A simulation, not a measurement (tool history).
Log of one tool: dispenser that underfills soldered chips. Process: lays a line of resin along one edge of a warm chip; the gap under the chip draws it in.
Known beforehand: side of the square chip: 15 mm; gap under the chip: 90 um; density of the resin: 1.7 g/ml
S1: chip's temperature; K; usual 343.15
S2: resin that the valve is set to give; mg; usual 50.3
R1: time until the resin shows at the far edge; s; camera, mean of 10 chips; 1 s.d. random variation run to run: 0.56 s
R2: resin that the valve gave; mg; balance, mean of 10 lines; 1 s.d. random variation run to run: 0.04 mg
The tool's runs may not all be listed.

run   hour      S1    S2     R1     R2
  1    0.0  343.15  50.3   70.2  49.74
  2   11.0  343.15  50.3   56.7  49.69
  3   21.6  343.15  54.1   79.3  53.33
  4   31.5  343.15  49.5   60.4  49.33
  5   37.7  343.15  49.5   75.0  49.32
  6   47.1  343.15  49.5   56.3  49.13
  7   56.2  343.15  49.5   78.0  49.13
  8   63.4  343.15  49.5   52.5  49.10
  9   70.3  343.15  49.5   66.7  49.03
 10   75.2  343.15  45.7   80.2  45.19
 11   83.8  354.15  50.3   36.0  49.77
 12   92.4  354.15  50.3   49.1  49.56
 13  103.6  354.15  50.3   40.0  49.47
 14  110.5  358.15  50.3   44.3  49.41
 15  118.6  343.15  63.5   53.4  63.52
 16  129.4  355.15  63.5   46.7  63.45
 17  139.4  343.15  50.3   59.6  50.19
 18  148.0  343.15  50.3   81.6  50.05
 19  158.5  333.15  56.2   99.0  55.75
 20  168.0  343.15  62.8   87.9  62.31
 21  174.5  340.15  63.2   66.6  62.56
 22  182.3  356.15  61.4   45.1  60.72
 23  189.1  356.15  61.4   31.1  60.64
 24  199.0  356.15  61.4   43.0  60.53
 25  209.9  354.15  45.4   37.7  45.37
 26  217.7  330.15  48.7  142.8  48.62
 27  223.2  330.15  48.7   94.9  48.56
 28  229.0  346.15  55.9   54.1  55.64
 29  239.1  346.15  55.9   78.8  55.65
 30  249.3  331.15  53.3  115.7  52.80
 31  254.7  340.15  60.4   92.7  60.01
 32  263.7  340.15  60.4   67.4  59.86
 33  273.6  340.15  60.4   95.8  59.64
 34  285.1  331.15  42.8  122.9  42.22
 35  297.9  340.15  59.6   64.2  59.63

The log once held 21 entries between its listed runs, left out of this copy. Where does each go, and what is different about the tool's unlogged condition between the listed run before it and the listed run after it?
In the gap between runs 1 and 2: new syringe of resin (hour 6.6)
  resin's viscosity, % of fresh resin's: 147.2 -> 115.8; dose that the valve gives, % of what is set: 98.88 -> 98.7; true chip temperature over the reading, C: -0.58 -> -0.61
  what was measured, less what the result would be without the hidden state, R1: +23.9 -> +9.1 s; R2: -0.56 -> -0.66 mg
In the gap between runs 3 and 4: new syringe of resin (hour 24.6); dispensing valve cleaned and set on the balance (hour 26.2)
  resin's viscosity, % of fresh resin's: 167.7 -> 123.4; dose that the valve gives, % of what is set: 98.51 -> 99.67; true chip temperature over the reading, C: -0.65 -> -0.68
  what was measured, less what the result would be without the hidden state, R1: +33.6 -> +12.8 s; R2: -0.80 -> -0.16 mg
In the gap between runs 5 and 6: new syringe of resin (hour 43.7)
  resin's viscosity, % of fresh resin's: 153.3 -> 113.4; dose that the valve gives, % of what is set: 99.55 -> 99.38; true chip temperature over the reading, C: -0.7 -> -0.73
  what was measured, less what the result would be without the hidden state, R1: +27.5 -> +8.3 s; R2: -0.22 -> -0.30 mg
In the gap between runs 7 and 8: new syringe of resin (hour 61.1)
  resin's viscosity, % of fresh resin's: 155.9 -> 107.4; dose that the valve gives, % of what is set: 99.21 -> 99.09; true chip temperature over the reading, C: -0.76 -> -0.79
  what was measured, less what the result would be without the hidden state, R1: +29.6 -> +5.3 s; R2: -0.39 -> -0.45 mg
In the gap between runs 10 and 11: new syringe of resin (hour 79.3)
  resin's viscosity, % of fresh resin's: 162.1 -> 116.6; dose that the valve gives, % of what is set: 98.87 -> 98.71; true chip temperature over the reading, C: -0.83 -> -0.86
  what was measured, less what the result would be without the hidden state, R1: +32.9 -> +6.3 s; R2: -0.52 -> -0.65 mg
In the gap between runs 12 and 13: new syringe of resin (hour 96.7)
  resin's viscosity, % of fresh resin's: 157.6 -> 128.3; dose that the valve gives, % of what is set: 98.56 -> 98.37; true chip temperature over the reading, C: -0.89 -> -0.93
  what was measured, less what the result would be without the hidden state, R1: +19.1 -> +10.1 s; R2: -0.72 -> -0.82 mg
In the gap between runs 14 and 15: new syringe of resin (hour 114.8); dispensing valve cleaned and set on the balance (hour 115.8)
  resin's viscosity, % of fresh resin's: 163.7 -> 110.4; dose that the valve gives, % of what is set: 98.24 -> 100.04; true chip temperature over the reading, C: -0.95 -> -0.98
  what was measured, less what the result would be without the hidden state, R1: +18.2 -> +7.1 s; R2: -0.89 -> +0.03 mg
In the gap between runs 16 and 17: new syringe of resin (hour 133.5)
  resin's viscosity, % of fresh resin's: 160.8 -> 121.7; dose that the valve gives, % of what is set: 99.86 -> 99.69; true chip temperature over the reading, C: -1.02 -> -1.05
  what was measured, less what the result would be without the hidden state, R1: +18.9 -> +12.9 s; R2: -0.09 -> -0.16 mg
In the gap between runs 18 and 19: new syringe of resin (hour 151.2)
  resin's viscosity, % of fresh resin's: 164.2 -> 127.5; dose that the valve gives, % of what is set: 99.52 -> 99.35; true chip temperature over the reading, C: -1.08 -> -1.11
  what was measured, less what the result would be without the hidden state, R1: +33.9 -> +25.4 s; R2: -0.24 -> -0.36 mg
In the gap between runs 20 and 21: new syringe of resin (hour 169.3)
  resin's viscosity, % of fresh resin's: 178.1 -> 120.1; dose that the valve gives, % of what is set: 99.17 -> 99.04; true chip temperature over the reading, C: -1.15 -> -1.17
  what was measured, less what the result would be without the hidden state, R1: +41.0 -> +14.0 s; R2: -0.52 -> -0.60 mg
In the gap between runs 22 and 23: new syringe of resin (hour 187.2)
  resin's viscosity, % of fresh resin's: 157.9 -> 107.2; dose that the valve gives, % of what is set: 98.9 -> 98.77; true chip temperature over the reading, C: -1.2 -> -1.22
  what was measured, less what the result would be without the hidden state, R1: +17.7 -> +3.5 s; R2: -0.68 -> -0.75 mg
In the gap between runs 24 and 25: dispensing valve cleaned and set on the balance (hour 204.6); new syringe of resin (hour 205.6)
  resin's viscosity, % of fresh resin's: 152.1 -> 118.6; dose that the valve gives, % of what is set: 98.59 -> 99.96; true chip temperature over the reading, C: -1.26 -> -1.29
  what was measured, less what the result would be without the hidden state, R1: +16.4 -> +7.6 s; R2: -0.87 -> -0.01 mg
In the gap between runs 26 and 27: new syringe of resin (hour 223.2)
  resin's viscosity, % of fresh resin's: 156.2 -> 102; dose that the valve gives, % of what is set: 99.81 -> 99.72; true chip temperature over the reading, C: -1.32 -> -1.34
  what was measured, less what the result would be without the hidden state, R1: +56.8 -> +7.6 s; R2: -0.09 -> -0.14 mg
In the gap between runs 29 and 30: new syringe of resin (hour 240.8)
  resin's viscosity, % of fresh resin's: 178 -> 134; dose that the valve gives, % of what is set: 99.42 -> 99.24; true chip temperature over the reading, C: -1.4 -> -1.43
  what was measured, less what the result would be without the hidden state, R1: +37.0 -> +34.9 s; R2: -0.32 -> -0.41 mg
In the gap between runs 31 and 32: new syringe of resin (hour 258.8)
  resin's viscosity, % of fresh resin's: 162 -> 119; dose that the valve gives, % of what is set: 99.14 -> 98.97; true chip temperature over the reading, C: -1.46 -> -1.49
  what was measured, less what the result would be without the hidden state, R1: +39.0 -> +14.4 s; R2: -0.52 -> -0.62 mg
In the gap between runs 33 and 34: new syringe of resin (hour 276.3)
  resin's viscosity, % of fresh resin's: 168.2 -> 134.2; dose that the valve gives, % of what is set: 98.79 -> 98.58; true chip temperature over the reading, C: -1.52 -> -1.56
  what was measured, less what the result would be without the hidden state, R1: +42.8 -> +38.2 s; R2: -0.73 -> -0.61 mg
In the gap between runs 34 and 35: dispensing valve cleaned and set on the balance (hour 294.1); new syringe of resin (hour 295.3)
  resin's viscosity, % of fresh resin's: 134.2 -> 110.6; dose that the valve gives, % of what is set: 98.58 -> 100.02; true chip temperature over the reading, C: -1.56 -> -1.6
  what was measured, less what the result would be without the hidden state, R1: +38.2 -> +10.1 s; R2: -0.61 -> +0.01 mg

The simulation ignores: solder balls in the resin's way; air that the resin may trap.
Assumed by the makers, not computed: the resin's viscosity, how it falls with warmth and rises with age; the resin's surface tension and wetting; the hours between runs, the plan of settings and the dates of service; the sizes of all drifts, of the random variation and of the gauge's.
